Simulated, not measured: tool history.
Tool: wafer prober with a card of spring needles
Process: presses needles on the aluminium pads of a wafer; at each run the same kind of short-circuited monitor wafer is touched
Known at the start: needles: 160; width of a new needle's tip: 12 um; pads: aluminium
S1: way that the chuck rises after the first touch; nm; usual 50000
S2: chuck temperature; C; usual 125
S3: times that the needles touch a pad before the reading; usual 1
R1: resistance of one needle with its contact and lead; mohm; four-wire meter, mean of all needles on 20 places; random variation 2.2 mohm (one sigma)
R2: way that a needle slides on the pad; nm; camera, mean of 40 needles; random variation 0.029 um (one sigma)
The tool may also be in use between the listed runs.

| run | day | S1 | S2 | S3 | R1 | R2 |
|---|---|---|---|---|---|---|
| 1 | 0 | 50000 | 125 | 1 | 264 | 9910 |
|  | 0.683 | tips cleaned on abrasive film |
| 2 | 0.758 | 50000 | 125 | 1 | 246 | 9850 |
|  | 1.992 | tips cleaned on abrasive film |
| 3 | 2.025 | 50000 | 125 | 2 | 243 | 9830 |
| 4 | 2.858 | 50000 | 125 | 2 | 256 | 9910 |
|  | 3.333 | tips cleaned on abrasive film |
| 5 | 3.933 | 50000 | 125 | 2 | 256 | 9880 |
|  | 4.696 | tips cleaned on abrasive film |
| 6 | 5.75 | 50000 | 125 | 2 | 262 | 9900 |
|  | 6.004 | tips cleaned on abrasive film |
| 7 | 6.525 | 54000 | 76 | 3 | 237 | 10590 |
|  | 7.362 | tips cleaned on abrasive film |
| 8 | 7.954 | 31000 | 48 | 1 | 303 | 6040 |
|  | 8.754 | tips cleaned on abrasive film |
| 9 | 8.875 | 49000 | 61 | 1 | 240 | 9590 |
|  | 10.129 | tips cleaned on abrasive film |
| 10 | 10.408 | 49000 | 61 | 1 | 244 | 9600 |

Forecast each of these 4 alternatives for the next run:
|  | 11.462 | tips cleaned on abrasive film |
| A | 11.858 | 33000 | 35 | 3 | ? | ? |
|  | 11.462 | tips cleaned on abrasive film |
| B | 11.858 | 50000 | 29 | 1 | ? | ? |
|  | 11.462 | tips cleaned on abrasive film |
| C | 11.858 | 49000 | 44 | 1 | ? | ? |
|  | 11.462 | tips cleaned on abrasive film |
| D | 11.858 | 31000 | 125 | 1 | ? | ? |

| run | R1 | R2 |
|---|---|---|
| A | 251 | 6390 |
| B | 244 | 9830 |
| C | 248 | 9640 |
| D | 313 | 6030 |
Without the tool's hidden state the same runs would have given:
| run | R1 | R2 |
|---|---|---|
| A | 230 | 6540 |
| B | 217 | 9970 |
| C | 221 | 9780 |
| D | 259 | 6180 |

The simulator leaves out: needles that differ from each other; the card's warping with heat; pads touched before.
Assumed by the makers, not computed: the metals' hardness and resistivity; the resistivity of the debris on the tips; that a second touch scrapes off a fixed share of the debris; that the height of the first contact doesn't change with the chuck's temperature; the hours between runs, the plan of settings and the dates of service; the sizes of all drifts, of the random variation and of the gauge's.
